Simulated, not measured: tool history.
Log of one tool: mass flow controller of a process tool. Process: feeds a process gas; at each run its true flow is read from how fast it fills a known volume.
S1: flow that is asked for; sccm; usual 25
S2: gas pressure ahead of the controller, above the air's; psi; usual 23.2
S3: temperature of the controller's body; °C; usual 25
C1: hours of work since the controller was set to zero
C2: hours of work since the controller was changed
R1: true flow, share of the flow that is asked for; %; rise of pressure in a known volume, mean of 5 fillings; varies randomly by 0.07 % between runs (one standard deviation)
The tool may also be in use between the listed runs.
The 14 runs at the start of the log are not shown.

| run | hour | S1 | S2 | S3 | C1 | C2 | R1 |
|---|---|---|---|---|---|---|---|
| 15 | 3622.1 | 25 | 23.2 | 25 | 552 | 5812 | 100.55 |
|  | 3794.9 | controller's zero set anew, once more |
| 16 | 3955.5 | 25 | 23.2 | 25 | 74 | 5965 | 96.62 |
| 17 | 4171.1 | 25 | 23.2 | 25 | 173 | 6064 | 96.61 |
| 18 | 4430.2 | 6 | 36.7 | 25 | 292 | 6183 | 97.20 |
| 19 | 4702.0 | 6 | 36.7 | 25 | 418 | 6308 | 97.55 |
| 20 | 4952.3 | 6 | 36.7 | 25 | 533 | 6424 | 97.67 |
| 21 | 5168.4 | 6 | 33.4 | 25 | 632 | 6523 | 97.64 |
| 22 | 5474.2 | 25 | 28.0 | 28 | 773 | 6664 | 96.69 |
| 23 | 5645.7 | 25 | 21.2 | 28 | 852 | 6743 | 96.47 |
| 24 | 5887.5 | 7 | 38.3 | 36 | 963 | 6854 | 97.73 |
| 25 | 6258.0 | 7 | 38.3 | 36 | 1134 | 7025 | 97.91 |
| 26 | 6494.3 | 7 | 38.3 | 36 | 1243 | 7134 | 98.01 |
| 27 | 6786.9 | 7 | 38.3 | 36 | 1377 | 7268 | 98.06 |
| 28 | 7070.4 | 20 | 31.8 | 31 | 1508 | 7399 | 96.83 |
| 29 | 7441.6 | 42 | 31.8 | 25 | 1679 | 7570 | 96.99 |
| 30 | 7648.3 | 6 | 33.9 | 25 | 1774 | 7665 | 99.49 |
| 31 | 7989.8 | 13 | 27.1 | 25 | 1931 | 7822 | 97.37 |
| 32 | 8285.6 | 8 | 26.0 | 25 | 2067 | 7958 | 98.57 |
| 33 | 8587.1 | 25 | 22.2 | 24 | 2206 | 8097 | 96.63 |

Below are 3 alternative next runs, each starting from the tool's condition after run 33. Predict each:
| A | 8895.5 | 41 | 35.1 | 24 | 2348 | 8239 | ? |
| B | 8895.5 | 7 | 30.5 | 21 | 2348 | 8239 | ? |
| C | 8895.5 | 25 | 22.0 | 37 | 2348 | 8239 | ? |

| run | R1 |
|---|---|
| A | 97.10 |
| B | 99.76 |
| C | 96.30 |
Had the tool no hidden state, the same runs would have come out as:
| run | R1 |
|---|---|
| A | 100.14 |
| B | 99.40 |
| C | 98.89 |

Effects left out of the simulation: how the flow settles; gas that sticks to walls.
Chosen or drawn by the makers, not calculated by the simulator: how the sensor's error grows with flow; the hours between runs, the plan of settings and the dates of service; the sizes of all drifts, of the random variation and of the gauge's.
